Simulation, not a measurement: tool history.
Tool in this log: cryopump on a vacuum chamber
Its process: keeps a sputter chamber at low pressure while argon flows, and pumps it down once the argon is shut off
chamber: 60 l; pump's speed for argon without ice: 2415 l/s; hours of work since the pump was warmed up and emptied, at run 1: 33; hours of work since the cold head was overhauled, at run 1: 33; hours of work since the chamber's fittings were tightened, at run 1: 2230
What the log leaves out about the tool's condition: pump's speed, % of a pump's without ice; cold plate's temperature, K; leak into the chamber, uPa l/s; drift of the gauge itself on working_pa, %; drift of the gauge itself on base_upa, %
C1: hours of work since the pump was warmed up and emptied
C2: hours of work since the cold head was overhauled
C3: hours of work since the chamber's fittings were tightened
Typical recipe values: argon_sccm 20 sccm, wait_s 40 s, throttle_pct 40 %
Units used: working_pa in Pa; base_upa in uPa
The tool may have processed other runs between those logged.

Run 1, day 0: usual settings; C1 33; C2 33; C3 2230. Result: working_pa 0.0358 Pa, base_upa 1.47 uPa.
Run 2, day 0.583: usual settings; C1 40; C2 40; C3 2237. Result: working_pa 0.0356 Pa, base_upa 1.39 uPa.
Run 3, day 1.05: usual settings; C1 46; C2 46; C3 2242. Result: working_pa 0.0353 Pa, base_upa 1.4 uPa.
Run 4, day 1.888: usual settings but argon_sccm 9 sccm; C1 55; C2 55; C3 2252. Result: working_pa 0.0165 Pa, base_upa 1.46 uPa.
Run 5, day 2.775: usual settings but throttle_pct 26 %; C1 66; C2 66; C3 2262. Result: working_pa 0.0542 Pa, base_upa 1.47 uPa.
Run 6, day 3.308: usual settings but throttle_pct 26 %; C1 72; C2 72; C3 2268. Result: working_pa 0.0543 Pa, base_upa 1.42 uPa.
Run 7, day 4.192: usual settings but throttle_pct 26 %; C1 82; C2 82; C3 2279. Result: working_pa 0.0552 Pa, base_upa 1.41 uPa.
Run 8, day 4.925: usual settings but throttle_pct 26 %; C1 91; C2 91; C3 2287. Result: working_pa 0.0543 Pa, base_upa 1.47 uPa.
Run 9, day 5.317: usual settings but throttle_pct 26 %; C1 95; C2 95; C3 2292. Result: working_pa 0.055 Pa, base_upa 1.49 uPa.
Run 10, day 6.158: usual settings but argon_sccm 8 sccm, throttle_pct 26 %; C1 105; C2 105; C3 2302. Result: working_pa 0.0223 Pa, base_upa 1.5 uPa.
Run 11, day 6.958: usual settings but wait_s 59 s, throttle_pct 16 %; C1 114; C2 114; C3 2311. Result: working_pa 0.0882 Pa, base_upa 1.41 uPa.
Run 12, day 7.521: usual settings but wait_s 59 s, throttle_pct 16 %; C1 121; C2 121; C3 2318. Result: working_pa 0.0885 Pa, base_upa 1.37 uPa.
Run 13, day 8.158: usual settings but wait_s 77 s, throttle_pct 16 %; C1 128; C2 128; C3 2325. Result: working_pa 0.089 Pa, base_upa 1.32 uPa.
Run 14, day 8.588: usual settings but argon_sccm 15 sccm, throttle_pct 26 %; C1 133; C2 133; C3 2330. Result: working_pa 0.0418 Pa, base_upa 1.5 uPa.
Run 15, day 9.104: usual settings but argon_sccm 15 sccm, throttle_pct 26 %; C1 139; C2 139; C3 2336. Result: working_pa 0.041 Pa, base_upa 1.53 uPa.
Run 16, day 9.738: usual settings but throttle_pct 30 %; C1 147; C2 147; C3 2343. Result: working_pa 0.0483 Pa, base_upa 1.55 uPa.
Run 17, day 10.583: usual settings but throttle_pct 30 %; C1 157; C2 157; C3 2353. Result: working_pa 0.0474 Pa, base_upa 1.58 uPa.
Run 18, day 11.242: usual settings but argon_sccm 37 sccm, wait_s 31 s, throttle_pct 46 %; C1 164; C2 164; C3 2361. Result: working_pa 0.0591 Pa, base_upa 1.68 uPa.
Run 19, day 12.079: usual settings but wait_s 98 s, throttle_pct 38 %; C1 174; C2 174; C3 2371. Result: working_pa 0.0376 Pa, base_upa 1.35 uPa.
Run 20, day 12.979: usual settings but wait_s 98 s, throttle_pct 38 %; C1 185; C2 185; C3 2381. Result: working_pa 0.0392 Pa, base_upa 1.4 uPa.

Here are 5 independent what-if runs from the current tool condition. What would each one return?
Run A, day 13.875: usual settings but argon_sccm 14 sccm, wait_s 238 s, throttle_pct 38 %; C1 195; C2 195; C3 2391. Result: working_pa ?, base_upa ?.
Run B, day 13.875: usual settings but argon_sccm 12 sccm, wait_s 55 s, throttle_pct 55 %; C1 195; C2 195; C3 2391. Result: working_pa ?, base_upa ?.
Run C, day 13.875: usual settings but argon_sccm 8 sccm, wait_s 36 s, throttle_pct 39 %; C1 195; C2 195; C3 2391. Result: working_pa ?, base_upa ?.
Run D, day 13.875: usual settings but argon_sccm 38 sccm, wait_s 98 s, throttle_pct 28 %; C1 195; C2 195; C3 2391. Result: working_pa ?, base_upa ?.
Run E, day 13.875: usual settings but argon_sccm 10 sccm, wait_s 201 s, throttle_pct 32 %; C1 195; C2 195; C3 2391. Result: working_pa ?, base_upa ?.

run  working_pa  base_upa
  A      0.0277      1.24
  B      0.0162      1.57
  C      0.0147      1.63
  D      0.0988      1.41
  E      0.0226      1.35
Take away the tool's hidden state, keep each run's random variation, and the runs would have read:
run  working_pa  base_upa
  A      0.0263      0.16
  B       0.015      0.44
  C      0.0139      0.52
  D       0.095      0.29
  E      0.0216      0.22
